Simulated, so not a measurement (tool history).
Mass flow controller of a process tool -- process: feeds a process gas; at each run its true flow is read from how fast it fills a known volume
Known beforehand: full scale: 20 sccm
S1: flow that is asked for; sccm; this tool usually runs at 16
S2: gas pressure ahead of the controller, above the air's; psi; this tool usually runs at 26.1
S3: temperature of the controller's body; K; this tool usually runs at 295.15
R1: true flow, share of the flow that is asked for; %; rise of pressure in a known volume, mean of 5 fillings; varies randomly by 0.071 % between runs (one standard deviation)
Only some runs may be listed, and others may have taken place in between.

| run | hour | S1 | S2 | S3 | R1 |
|---|---|---|---|---|---|
| 1 | 0.0 | 16 | 26.1 | 295.15 | 99.97 |
| 2 | 72.9 | 16 | 26.1 | 295.15 | 99.95 |
| 3 | 168.3 | 3 | 26.1 | 295.15 | 97.21 |
| 4 | 280.5 | 3 | 26.1 | 295.15 | 97.06 |
| 5 | 407.1 | 3 | 26.1 | 295.15 | 96.93 |
| 6 | 476.6 | 3 | 26.1 | 295.15 | 97.02 |
| 7 | 563.7 | 16 | 26.1 | 295.15 | 99.97 |
| 8 | 656.9 | 16 | 28.3 | 295.15 | 100.01 |
| 9 | 776.5 | 16 | 28.3 | 295.15 | 100.01 |
| 10 | 856.2 | 16 | 28.3 | 295.15 | 100.06 |
| 11 | 948.7 | 16 | 28.3 | 295.15 | 99.85 |
| 12 | 1069.1 | 16 | 26.1 | 295.15 | 99.86 |
| 13 | 1154.3 | 16 | 26.1 | 295.15 | 99.99 |
| 14 | 1251.6 | 16 | 26.1 | 295.15 | 99.88 |
| 15 | 1370.6 | 16 | 29.0 | 295.15 | 100.06 |
| 16 | 1493.9 | 16 | 29.0 | 295.15 | 99.97 |
| 17 | 1606.9 | 16 | 29.0 | 295.15 | 99.81 |
| 18 | 1691.3 | 16 | 29.0 | 295.15 | 100.01 |
| 19 | 1783.6 | 16 | 26.1 | 295.15 | 100.01 |
| 20 | 1858.5 | 16 | 26.1 | 295.15 | 99.99 |
| 21 | 1921.2 | 16 | 26.1 | 295.15 | 99.85 |
| 22 | 2027.3 | 16 | 26.1 | 295.15 | 99.83 |
| 23 | 2135.5 | 16 | 26.1 | 295.15 | 99.89 |
| 24 | 2255.6 | 16 | 26.1 | 295.15 | 99.92 |
| 25 | 2377.0 | 9 | 26.1 | 295.15 | 98.73 |
| 26 | 2478.6 | 9 | 26.1 | 295.15 | 98.67 |
| 27 | 2567.8 | 8 | 32.1 | 303.15 | 97.85 |
| 28 | 2698.0 | 10 | 37.0 | 304.15 | 98.05 |
| 29 | 2778.4 | 2 | 24.8 | 297.15 | 94.66 |
| 30 | 2877.6 | 12 | 24.8 | 305.15 | 98.62 |
| 31 | 2947.7 | 12 | 24.8 | 305.15 | 98.47 |
| 32 | 3069.5 | 8 | 30.5 | 295.15 | 98.48 |
| 33 | 3129.0 | 18 | 30.5 | 295.15 | 100.14 |
| 34 | 3197.9 | 18 | 30.5 | 295.15 | 100.19 |
| 35 | 3261.9 | 11 | 26.1 | 295.15 | 99.15 |
| 36 | 3327.9 | 8 | 26.4 | 300.15 | 98.06 |
| 37 | 3426.3 | 6 | 38.1 | 301.15 | 97.23 |
| 38 | 3536.4 | 6 | 38.1 | 295.15 | 97.59 |
| 39 | 3596.4 | 6 | 38.1 | 295.15 | 97.76 |
| 40 | 3703.1 | 5 | 32.6 | 297.15 | 97.10 |
| 41 | 3774.5 | 3 | 27.6 | 309.15 | 94.71 |
| 42 | 3833.3 | 16 | 34.7 | 293.15 | 99.85 |
| 43 | 3899.8 | 2 | 26.1 | 295.15 | 94.11 |
| 44 | 4016.3 | 6 | 29.3 | 297.15 | 97.49 |
| 45 | 4124.6 | 6 | 25.4 | 297.15 | 97.58 |
| 46 | 4248.5 | 19 | 23.8 | 305.15 | 99.56 |
| 47 | 4364.1 | 16 | 24.7 | 299.15 | 99.55 |
| 48 | 4422.8 | 16 | 24.7 | 299.15 | 99.61 |

Same runs, no hidden state in the tool, same run-to-run variation:
The tool's hidden condition here consists of: flow at rest that the sensor doesn't see, % of full scale; true flow over the shown one, %; drift of the gauge itself on true_pct, %.
| run | R1 |
|---|---|
| 1 | 99.80 |
| 2 | 99.79 |
| 3 | 98.42 |
| 4 | 98.31 |
| 5 | 98.22 |
| 6 | 98.33 |
| 7 | 99.81 |
| 8 | 99.86 |
| 9 | 99.86 |
| 10 | 99.91 |
| 11 | 99.70 |
| 12 | 99.71 |
| 13 | 99.85 |
| 14 | 99.74 |
| 15 | 99.92 |
| 16 | 99.84 |
| 17 | 99.68 |
| 18 | 99.89 |
| 19 | 99.89 |
| 20 | 99.87 |
| 21 | 99.72 |
| 22 | 99.71 |
| 23 | 99.77 |
| 24 | 99.81 |
| 25 | 98.99 |
| 26 | 98.94 |
| 27 | 98.23 |
| 28 | 98.25 |
| 29 | 98.10 |
| 30 | 98.69 |
| 31 | 98.55 |
| 32 | 98.91 |
| 33 | 99.99 |
| 34 | 100.04 |
| 35 | 99.31 |
| 36 | 98.52 |
| 37 | 98.06 |
| 38 | 98.43 |
| 39 | 98.61 |
| 40 | 98.27 |
| 41 | 97.12 |
| 42 | 99.77 |
| 43 | 98.13 |
| 44 | 98.40 |
| 45 | 98.51 |
| 46 | 99.39 |
| 47 | 99.48 |
| 48 | 99.55 |
